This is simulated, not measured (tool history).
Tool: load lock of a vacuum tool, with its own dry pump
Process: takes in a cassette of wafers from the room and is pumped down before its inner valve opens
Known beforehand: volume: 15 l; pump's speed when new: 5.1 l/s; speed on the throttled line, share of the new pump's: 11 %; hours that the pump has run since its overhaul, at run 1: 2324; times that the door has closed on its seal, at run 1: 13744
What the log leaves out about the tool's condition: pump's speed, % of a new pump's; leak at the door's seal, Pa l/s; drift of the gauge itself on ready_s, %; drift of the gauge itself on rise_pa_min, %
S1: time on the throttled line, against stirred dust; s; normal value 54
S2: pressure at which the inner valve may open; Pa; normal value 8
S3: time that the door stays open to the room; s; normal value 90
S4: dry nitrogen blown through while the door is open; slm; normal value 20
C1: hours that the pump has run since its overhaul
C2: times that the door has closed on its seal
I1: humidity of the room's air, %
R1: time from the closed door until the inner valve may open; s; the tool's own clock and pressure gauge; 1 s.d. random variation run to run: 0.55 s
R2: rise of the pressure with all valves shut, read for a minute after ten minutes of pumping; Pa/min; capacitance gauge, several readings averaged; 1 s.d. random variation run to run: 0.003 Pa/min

run 1 hour=0.0 | S1=54 S2=8 S3=90 S4=20 | C1=2324 C2=13744 | I1=42.1 | R1=77.1 R2=0.135
run 2 hour=81.3 | S1=54 S2=8 S3=90 S4=20 | C1=2405 C2=13889 | I1=47.0 | R1=77.7 R2=0.140
run 3 hour=204.4 | S1=54 S2=8 S3=90 S4=20 | C1=2528 C2=14109 | I1=43.6 | R1=77.2 R2=0.133
run 4 hour=301.6 | S1=54 S2=8 S3=90 S4=24 | C1=2625 C2=14283 | I1=43.8 | R1=77.3 R2=0.137
run 5 hour=380.0 | S1=54 S2=8 S3=90 S4=24 | C1=2704 C2=14423 | I1=42.8 | R1=77.0 R2=0.131
run 6 hour=470.1 | S1=54 S2=8 S3=90 S4=24 | C1=2794 C2=14584 | I1=46.6 | R1=76.4 R2=0.136
run 7 hour=538.4 | S1=54 S2=8 S3=90 S4=24 | C1=2862 C2=14707 | I1=45.3 | R1=76.2 R2=0.138
run 8 hour=629.1 | S1=54 S2=8 S3=90 S4=20 | C1=2953 C2=14869 | I1=45.4 | R1=77.2 R2=0.139
run 9 hour=760.2 | S1=54 S2=8 S3=90 S4=20 | C1=3084 C2=15103 | I1=42.8 | R1=77.9 R2=0.144
run 10 hour=887.5 | S1=54 S2=8 S3=90 S4=20 | C1=3211 C2=15331 | I1=44.1 | R1=77.1 R2=0.150
run 11 hour=1013.2 | S1=54 S2=8 S3=90 S4=20 | C1=3337 C2=15555 | I1=44.8 | R1=77.1 R2=0.147
run 12 hour=1119.5 | S1=54 S2=8 S3=90 S4=20 | C1=3443 C2=15746 | I1=44.2 | R1=77.5 R2=0.153
run 13 hour=1178.5 | S1=54 S2=8 S3=90 S4=20 | C1=3502 C2=15851 | I1=48.6 | R1=78.0 R2=0.155
run 14 hour=1249.4 | S1=54 S2=8 S3=90 S4=20 | C1=3573 C2=15978 | I1=43.5 | R1=77.8 R2=0.152
run 15 hour=1319.1 | S1=54 S2=8 S3=90 S4=20 | C1=3643 C2=16103 | I1=43.8 | R1=77.2 R2=0.154
run 16 hour=1401.1 | S1=54 S2=8 S3=90 S4=20 | C1=3725 C2=16249 | I1=45.9 | R1=77.2 R2=0.159
run 17 hour=1497.4 | S1=54 S2=8 S3=90 S4=20 | C1=3821 C2=16421 | I1=42.3 | R1=77.3 R2=0.156
run 18 hour=1562.6 | S1=54 S2=8 S3=90 S4=20 | C1=3886 C2=16538 | I1=43.9 | R1=77.3 R2=0.158
run 19 hour=1644.4 | S1=54 S2=8 S3=90 S4=20 | C1=3968 C2=16684 | I1=48.0 | R1=77.2 R2=0.167
run 20 hour=1734.6 | S1=54 S2=8 S3=90 S4=20 | C1=4058 C2=16845 | I1=44.5 | R1=77.1 R2=0.165
run 21 hour=1797.4 | S1=44 S2=6 S3=90 S4=20 | C1=4121 C2=16958 | I1=44.7 | R1=69.1 R2=0.164
run 22 hour=1935.3 | S1=81 S2=6 S3=90 S4=5 | C1=4259 C2=17204 | I1=44.6 | R1=102.0 R2=0.206
run 23 hour=2014.1 | S1=40 S2=6 S3=90 S4=5 | C1=4338 C2=17345 | I1=49.7 | R1=66.2 R2=0.221
run 24 hour=2077.6 | S1=40 S2=6 S3=38 S4=5 | C1=4401 C2=17459 | I1=45.4 | R1=67.0 R2=0.169
run 25 hour=2218.2 | S1=40 S2=6 S3=38 S4=5 | C1=4542 C2=17710 | I1=46.2 | R1=66.2 R2=0.179
run 26 hour=2329.1 | S1=40 S2=6 S3=38 S4=5 | C1=4653 C2=17908 | I1=47.5 | R1=65.6 R2=0.180
run 27 hour=2430.6 | S1=66 S2=7 S3=86 S4=25 | C1=4754 C2=18090 | I1=45.0 | R1=88.4 R2=0.163
run 28 hour=2539.1 | S1=84 S2=8 S3=151 S4=20 | C1=4863 C2=18284 | I1=45.7 | R1=105.7 R2=0.195
run 29 hour=2631.3 | S1=84 S2=8 S3=45 S4=13 | C1=4955 C2=18449 | I1=46.0 | R1=103.6 R2=0.165
run 30 hour=2741.1 | S1=84 S2=8 S3=45 S4=13 | C1=5065 C2=18645 | I1=45.4 | R1=104.5 R2=0.163
run 31 hour=2862.9 | S1=84 S2=8 S3=45 S4=13 | C1=5186 C2=18863 | I1=47.8 | R1=104.7 R2=0.174
run 32 hour=2986.0 | S1=37 S2=12 S3=90 S4=20 | C1=5310 C2=19083 | I1=42.6 | R1=61.1 R2=0.184
run 33 hour=3081.3 | S1=47 S2=12 S3=69 S4=20 | C1=5405 C2=19253 | I1=46.7 | R1=69.3 R2=0.185
run 34 hour=3205.4 | S1=47 S2=12 S3=69 S4=20 | C1=5529 C2=19475 | I1=44.0 | R1=69.4 R2=0.183
run 35 hour=3300.2 | S1=54 S2=15 S3=116 S4=20 | C1=5624 C2=19645 | I1=45.3 | R1=76.5 R2=0.202

What if the next run were any one of these 4? Each begins from the tool's condition after run 35:
run A hour=3360.3 | S1=41 S2=13 S3=34 S4=20 | C1=5684 C2=19752 | I1=45.9 | R1=? R2=?
run B hour=3360.3 | S1=39 S2=15 S3=28 S4=20 | C1=5684 C2=19752 | I1=44.5 | R1=? R2=?
run C hour=3360.3 | S1=54 S2=8 S3=58 S4=20 | C1=5684 C2=19752 | I1=45.7 | R1=? R2=?
run D hour=3360.3 | S1=107 S2=6 S3=116 S4=4 | C1=5684 C2=19752 | I1=44.7 | R1=? R2=?

run=A R1=64.5 R2=0.175
run=B R1=62.1 R2=0.163
run=C R1=78.3 R2=0.180
run=D R1=125.0 R2=0.256
Take away the tool's hidden state, keep each run's random variation, and the runs would have read:
run=A R1=62.8 R2=0.034
run=B R1=60.4 R2=0.024
run=C R1=76.6 R2=0.038
run=D R1=123.7 R2=0.117
